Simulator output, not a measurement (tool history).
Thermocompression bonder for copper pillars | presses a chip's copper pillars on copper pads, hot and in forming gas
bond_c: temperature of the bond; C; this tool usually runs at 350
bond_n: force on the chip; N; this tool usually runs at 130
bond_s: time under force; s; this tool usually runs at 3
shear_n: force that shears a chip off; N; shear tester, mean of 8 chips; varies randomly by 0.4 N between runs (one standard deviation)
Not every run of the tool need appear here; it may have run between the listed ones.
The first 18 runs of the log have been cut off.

run,hour,bond_c,bond_n,bond_s,hours of work since the heater was calibrated,hours of work since the force cell was calibrated,hours of work since the gas filter was changed,shear_n
19,595.1,350,130,3,45,1088,278,41.9
20,614.9,350,130,3,59,1103,293,41.0
# hour 620.0: force cell calibrated
# hour 622.5: forming gas filter changed
21,644.8,350,130,3,80,18,16,45.9
22,678.2,358,110,2,105,43,41,36.2
23,707.4,329,88,3,126,64,63,23.3
# hour 726.3: force cell calibrated, once more
24,733.9,329,88,3,144,6,81,23.2
25,760.3,350,130,2,164,25,100,38.2
26,798.4,338,91,8,192,53,129,39.0
27,837.0,338,91,8,220,82,157,38.5
28,865.7,337,91,3,242,103,178,25.8
29,903.4,337,91,3,269,131,206,25.8
30,938.2,360,91,3,295,156,232,34.7
31,983.8,350,130,7,329,190,265,54.1
# hour 1026.9: forming gas filter changed
32,1028.7,355,130,3,362,223,1,48.6
33,1048.5,355,130,3,376,237,16,48.0
34,1068.9,337,130,3,391,252,31,39.8
35,1103.5,335,142,5,417,278,57,50.0
36,1136.6,365,110,3,441,302,81,46.4
37,1179.4,369,154,4,473,334,113,66.1
38,1216.9,369,154,4,500,361,140,65.1
39,1244.8,351,154,5,521,382,161,59.9

What if the next run were any one of these 4? Each begins from the tool's condition after run 39:
A,1273.0,334,124,9,542,403,182,?
B,1273.0,352,120,9,542,403,182,?
C,1273.0,332,161,3,542,403,182,?
D,1273.0,355,154,2,542,403,182,?

run,shear_n
A,51.6
B,58.7
C,44.3
D,47.6
With no hidden state in the tool, these same runs would have given:
run,shear_n
A,50.3
B,58.1
C,42.8
D,46.4

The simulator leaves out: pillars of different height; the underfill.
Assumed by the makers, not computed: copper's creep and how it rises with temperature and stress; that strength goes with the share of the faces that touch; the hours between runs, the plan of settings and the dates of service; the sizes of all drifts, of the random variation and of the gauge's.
